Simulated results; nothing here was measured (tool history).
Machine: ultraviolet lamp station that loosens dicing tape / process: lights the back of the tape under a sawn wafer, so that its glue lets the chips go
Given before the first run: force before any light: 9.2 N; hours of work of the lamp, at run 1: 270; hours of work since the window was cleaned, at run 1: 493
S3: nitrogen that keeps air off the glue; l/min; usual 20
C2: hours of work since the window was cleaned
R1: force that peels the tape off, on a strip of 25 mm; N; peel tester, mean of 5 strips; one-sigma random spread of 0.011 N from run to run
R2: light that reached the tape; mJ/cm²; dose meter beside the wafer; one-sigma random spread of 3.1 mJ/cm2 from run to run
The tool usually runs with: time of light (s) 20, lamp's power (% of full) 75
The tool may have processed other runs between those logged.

Run 1, hour 0: usual settings; hours of work of the lamp 270; C2 493. Result: R1 0.749 N, R2 394 mJ/cm².
Run 2, hour 11.3: usual settings; hours of work of the lamp 279; C2 501. Result: R1 0.763 N, R2 398 mJ/cm².
Run 3, hour 26.1: usual settings; hours of work of the lamp 290; C2 513. Result: R1 0.781 N, R2 393 mJ/cm².
Run 4, hour 37.9: usual settings; hours of work of the lamp 299; C2 522. Result: R1 0.809 N, R2 391 mJ/cm².
Run 5, hour 45.9: usual settings; hours of work of the lamp 306; C2 528. Result: R1 0.774 N, R2 388 mJ/cm².
Run 6, hour 57.8: usual settings; hours of work of the lamp 315; C2 538. Result: R1 0.784 N, R2 388 mJ/cm².
Run 7, hour 71.4: usual settings; hours of work of the lamp 326; C2 548. Result: R1 0.799 N, R2 382 mJ/cm².
Run 8, hour 84.1: usual settings but time of light (s) 12; hours of work of the lamp 336; C2 558. Result: R1 2.097 N, R2 227 mJ/cm².
At hour 86.1: window cleaned of glue's vapour.
Run 9, hour 97.4: usual settings but time of light (s) 12; hours of work of the lamp 346; C2 9. Result: R1 2.227 N, R2 223 mJ/cm².
At hour 110.3: window cleaned of glue's vapour, once more.
Run 10, hour 113: usual settings but S3 13 l/min; hours of work of the lamp 357; C2 2. Result: R1 0.962 N, R2 423 mJ/cm².
Run 11, hour 129.1: usual settings but S3 13 l/min; hours of work of the lamp 370; C2 15. Result: R1 0.963 N, R2 426 mJ/cm².
Run 12, hour 139.3: usual settings but time of light (s) 11; hours of work of the lamp 378; C2 23. Result: R1 2.094 N, R2 229 mJ/cm².
Run 13, hour 149.8: usual settings but time of light (s) 21; hours of work of the lamp 386; C2 31. Result: R1 0.583 N, R2 447 mJ/cm².
Run 14, hour 158.8: usual settings but time of light (s) 21; hours of work of the lamp 393; C2 38. Result: R1 0.579 N, R2 439 mJ/cm².
Run 15, hour 167.5: usual settings but time of light (s) 21; hours of work of the lamp 400; C2 45. Result: R1 0.586 N, R2 443 mJ/cm².
Run 16, hour 180.3: usual settings but time of light (s) 25, lamp's power (% of full) 96, S3 6 l/min; hours of work of the lamp 410; C2 55. Result: R1 0.768 N, R2 670 mJ/cm².
Run 17, hour 195: usual settings but time of light (s) 22, lamp's power (% of full) 69, S3 12 l/min; hours of work of the lamp 421; C2 66. Result: R1 1.072 N, R2 422 mJ/cm².
Run 18, hour 203.5: usual settings but time of light (s) 23, lamp's power (% of full) 87, S3 8 l/min; hours of work of the lamp 428; C2 73. Result: R1 0.897 N, R2 551 mJ/cm².
Run 19, hour 211.2: usual settings but time of light (s) 22, lamp's power (% of full) 74, S3 21 l/min; hours of work of the lamp 434; C2 79. Result: R1 0.525 N, R2 448 mJ/cm².
Run 20, hour 222.2: usual settings but time of light (s) 11, lamp's power (% of full) 90, S3 10 l/min; hours of work of the lamp 443; C2 87. Result: R1 2.474 N, R2 268 mJ/cm².
Run 21, hour 231.2: usual settings but time of light (s) 11, lamp's power (% of full) 90, S3 10 l/min; hours of work of the lamp 450; C2 94. Result: R1 2.51 N, R2 270 mJ/cm².

The next listed run, before its measurement:
Run 22, hour 241.7: usual settings but time of light (s) 30, lamp's power (% of full) 64, S3 10 l/min; hours of work of the lamp 458; C2 103. Result: R1 ?, R2 ?.

{"run 22": {"R1": 0.772, "R2": 519}}
The same run, on a tool lacking any hidden state, would have yielded R1 0.571 N, R2 589 mJ/cm².
